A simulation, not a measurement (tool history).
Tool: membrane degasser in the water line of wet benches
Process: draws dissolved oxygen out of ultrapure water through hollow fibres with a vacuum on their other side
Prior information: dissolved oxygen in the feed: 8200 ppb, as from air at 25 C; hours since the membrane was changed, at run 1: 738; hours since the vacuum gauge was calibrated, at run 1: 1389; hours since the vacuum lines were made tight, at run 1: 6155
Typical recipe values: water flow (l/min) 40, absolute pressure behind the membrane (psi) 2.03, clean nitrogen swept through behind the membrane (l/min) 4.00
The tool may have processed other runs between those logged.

| run | hour | water flow (l/min) | absolute pressure behind the membrane (psi) | clean nitrogen swept through behind the membrane (l/min) | hours since the membrane was changed | hours since the vacuum gauge was calibrated | hours since the vacuum lines were made tight | dissolved oxygen in the water behind the degasser (ppb) | pressure that the water loses in the fibres (psi) |
|---|---|---|---|---|---|---|---|---|---|
| 1 | 0.0 | 40 | 2.03 | 4.00 | 738 | 1389 | 6155 | 288.2 | 8.357 |
| 2 | 165.7 | 40 | 2.03 | 4.00 | 903 | 1554 | 6321 | 285.7 | 8.441 |
| 3 | 334.6 | 33 | 2.03 | 4.00 | 1072 | 1723 | 6490 | 222.3 | 6.965 |
| 4 | 502.1 | 33 | 2.03 | 4.00 | 1240 | 1891 | 6658 | 226.7 | 6.902 |
| 5 | 573.7 | 33 | 2.03 | 4.00 | 1311 | 1962 | 6729 | 225.7 | 6.899 |
| 6 | 702.9 | 40 | 2.03 | 4.00 | 1441 | 2092 | 6858 | 289.6 | 8.470 |
| 7 | 833.2 | 40 | 1.60 | 4.00 | 1571 | 2222 | 6989 | 221.3 | 8.411 |
| 8 | 996.2 | 40 | 2.03 | 4.00 | 1734 | 2385 | 7152 | 284.2 | 8.377 |
| 9 | 1101.5 | 40 | 2.03 | 2.31 | 1839 | 2490 | 7257 | 446.6 | 8.386 |
| 10 | 1220.3 | 40 | 2.03 | 2.31 | 1958 | 2609 | 7376 | 447.8 | 8.456 |
| 11 | 1334.3 | 40 | 2.03 | 2.31 | 2072 | 2723 | 7490 | 441.9 | 8.446 |
| 12 | 1487.0 | 62 | 2.03 | 4.00 | 2225 | 2876 | 7643 | 574.9 | 13.100 |
| 13 | 1603.3 | 62 | 2.03 | 4.00 | 2341 | 2992 | 7759 | 569.3 | 13.109 |
| 14 | 1761.3 | 40 | 2.03 | 4.00 | 2499 | 3150 | 7917 | 290.7 | 8.444 |
| 15 | 1856.5 | 30 | 2.03 | 4.00 | 2594 | 3245 | 8012 | 207.3 | 6.370 |
| 16 | 1988.0 | 30 | 3.57 | 4.00 | 2726 | 3377 | 8143 | 389.3 | 6.325 |
| 17 | 2098.2 | 28 | 2.03 | 4.00 | 2836 | 3487 | 8254 | 190.5 | 5.978 |
| 18 | 2259.3 | 44 | 4.41 | 4.59 | 2997 | 3648 | 8415 | 641.5 | 9.413 |
| 19 | 2386.2 | 25 | 3.28 | 4.59 | 3124 | 3775 | 8542 | 263.1 | 5.361 |
| 20 | 2529.4 | 40 | 3.07 | 4.59 | 3267 | 3918 | 8685 | 399.1 | 8.546 |
| 21 | 2615.0 | 24 | 2.10 | 4.59 | 3353 | 4004 | 8770 | 152.7 | 5.142 |
| 22 | 2759.7 | 24 | 2.10 | 4.59 | 3497 | 4148 | 8915 | 151.8 | 5.126 |

Run 23, settings as shown, results not yet in. Your forecast:
| 23 | 2866.7 | 24 | 2.10 | 4.59 | 3604 | 4255 | 9022 | ? | ? |

{"run 23": {"dissolved oxygen in the water behind the degasser (ppb)": 151.0, "pressure that the water loses in the fibres (psi)": 5.168}}
Had the tool carried no hidden state, the very same run would have given dissolved oxygen in the water behind the degasser (ppb) 142.5, pressure that the water loses in the fibres (psi) 5.010.

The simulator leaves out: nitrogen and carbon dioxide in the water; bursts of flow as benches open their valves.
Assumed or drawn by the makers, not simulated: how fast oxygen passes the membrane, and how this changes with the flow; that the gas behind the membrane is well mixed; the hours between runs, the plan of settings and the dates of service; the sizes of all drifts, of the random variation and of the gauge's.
